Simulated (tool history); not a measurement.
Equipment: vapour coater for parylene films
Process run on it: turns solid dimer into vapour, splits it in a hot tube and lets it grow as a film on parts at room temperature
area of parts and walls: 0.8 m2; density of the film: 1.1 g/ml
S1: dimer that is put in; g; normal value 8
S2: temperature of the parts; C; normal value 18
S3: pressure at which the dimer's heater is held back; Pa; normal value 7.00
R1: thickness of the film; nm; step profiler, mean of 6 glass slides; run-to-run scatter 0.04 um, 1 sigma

run,hour,S1,S2,S3,R1
1,0.0,8,18,7.00,4250
2,34.7,8,18,7.00,4200
3,67.0,8,29,7.00,3330
4,82.9,8,18,7.00,4070
5,115.5,8,18,7.00,4180
6,138.9,8,18,7.00,4140
7,158.3,8,12,7.00,4660
# hour 164.7: trap's valve overhauled
8,184.8,8,12,7.00,4480
9,220.2,8,12,4.63,4730
10,244.7,8,18,7.00,3920
# hour 258.4: trap's valve overhauled, once more
11,272.9,8,18,7.00,4350
12,299.6,8,18,7.00,4300
13,316.1,8,15,7.00,4550
14,350.1,8,15,7.00,4570
15,381.8,8,15,7.00,4630
16,399.1,7,21,9.03,3430
17,423.4,11,15,9.52,6010
18,444.7,11,15,9.52,6050
19,480.1,3,15,9.52,1620
20,505.9,3,13,9.85,1700
21,529.2,3,13,9.85,1690
22,560.1,8,13,2.51,5180
23,580.7,8,13,2.51,5230

3 ways to go on from here, each from the tool as it stands after run 23. What would each give?
A,612.8,8,23,9.72,?
B,612.8,9,18,5.88,?
C,612.8,8,18,2.87,?

run,R1
A,3610
B,4750
C,4600
The same runs, with their run-to-run variation unchanged, on a tool lacking any hidden condition would have given:
run,R1
A,3800
B,5000
C,4840
